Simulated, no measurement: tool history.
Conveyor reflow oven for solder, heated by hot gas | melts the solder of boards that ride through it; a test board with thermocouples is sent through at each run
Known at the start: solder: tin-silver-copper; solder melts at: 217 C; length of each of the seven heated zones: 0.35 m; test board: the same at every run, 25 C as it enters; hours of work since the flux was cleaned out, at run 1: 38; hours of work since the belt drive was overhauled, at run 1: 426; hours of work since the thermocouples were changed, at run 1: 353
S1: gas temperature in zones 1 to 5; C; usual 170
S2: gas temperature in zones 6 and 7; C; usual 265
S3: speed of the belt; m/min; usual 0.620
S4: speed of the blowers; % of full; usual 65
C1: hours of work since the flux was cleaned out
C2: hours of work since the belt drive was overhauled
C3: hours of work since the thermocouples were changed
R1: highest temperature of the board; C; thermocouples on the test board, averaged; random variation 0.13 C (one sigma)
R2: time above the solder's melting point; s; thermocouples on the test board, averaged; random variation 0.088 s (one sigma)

run,day,S1,S2,S3,S4,C1,C2,C3,R1,R2
1,0.000,170,265,0.620,65,38,426,353,255.1,52.86
2,2.117,182,265,0.620,65,61,449,376,256.2,57.27
3,4.546,182,265,0.620,65,87,476,402,256.4,57.31
4,6.625,170,265,0.620,65,110,498,425,254.8,52.92
5,7.842,170,265,0.620,65,123,512,438,255.0,52.94
6,9.875,170,265,0.732,65,145,534,460,250.6,41.25
7,12.071,170,265,0.620,65,169,558,484,255.0,52.70
8,13.767,170,265,0.620,65,188,576,503,255.0,52.88
9,15.088,170,265,0.620,65,202,591,517,254.9,52.84
10,16.112,170,265,0.620,65,213,602,528,254.9,53.11
11,17.583,170,265,0.620,65,229,618,545,254.8,52.81
12,18.721,170,265,0.625,51,242,630,557,251.3,49.12
13,20.271,170,265,0.625,51,259,647,574,251.4,49.09
# day 20.608: flux residue cleaned out of gas plates and filters
14,21.888,170,254,0.718,65,14,663,589,241.2,36.30
15,23.988,170,270,0.620,81,37,685,612,262.7,57.18
16,26.462,180,265,0.660,72,64,712,639,256.3,53.04
17,27.988,180,265,0.660,72,81,729,656,256.2,53.08
18,29.604,174,268,0.620,56,98,747,673,256.2,54.09
19,31.617,162,265,0.689,65,120,769,695,251.3,42.78
20,33.771,162,265,0.689,65,144,792,719,251.0,42.66
21,35.875,174,265,0.647,65,167,815,742,254.3,51.31

Forecast each of these 4 alternatives for the next run:
A,37.429,181,279,0.632,65,184,832,759,?,?
B,37.429,170,265,0.667,74,184,832,759,?,?
C,37.429,174,265,0.683,65,184,832,759,?,?
D,37.429,166,265,0.677,60,184,832,759,?,?

run,R1,R2
A,268.9,60.91
B,254.8,49.08
C,253.2,47.48
D,250.9,44.02
Without the tool's hidden state the same runs would have given:
run,R1,R2
A,268.9,60.91
B,254.9,49.09
C,253.2,47.49
D,250.9,44.03

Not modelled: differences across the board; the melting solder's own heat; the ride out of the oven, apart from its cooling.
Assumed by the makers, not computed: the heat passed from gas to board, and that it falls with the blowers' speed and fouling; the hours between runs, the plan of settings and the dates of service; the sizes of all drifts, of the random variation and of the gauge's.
